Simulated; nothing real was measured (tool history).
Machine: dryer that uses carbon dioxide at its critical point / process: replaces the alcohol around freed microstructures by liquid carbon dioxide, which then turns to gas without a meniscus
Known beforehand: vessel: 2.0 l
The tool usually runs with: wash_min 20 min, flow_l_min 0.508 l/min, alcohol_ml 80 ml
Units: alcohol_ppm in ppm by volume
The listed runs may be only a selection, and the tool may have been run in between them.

run,hour,wash_min,flow_l_min,alcohol_ml,alcohol_ppm
1,0.0,20,0.508,80,566
2,25.6,20,0.508,80,587
3,50.3,20,0.508,80,588
4,73.4,20,0.508,80,614
5,94.0,20,0.508,80,611
6,107.4,20,0.508,80,606
7,122.6,20,0.508,80,634
8,141.6,20,0.508,80,631
9,165.3,20,0.508,80,662
10,176.4,18,0.568,38,329

The next listed run, before its measurement:
11,201.0,21,0.492,32,?

{"run 11": {"alcohol_ppm": 279}}
Minus the tool's unlogged condition, the same run would have read alcohol_ppm 149 ppm by volume.
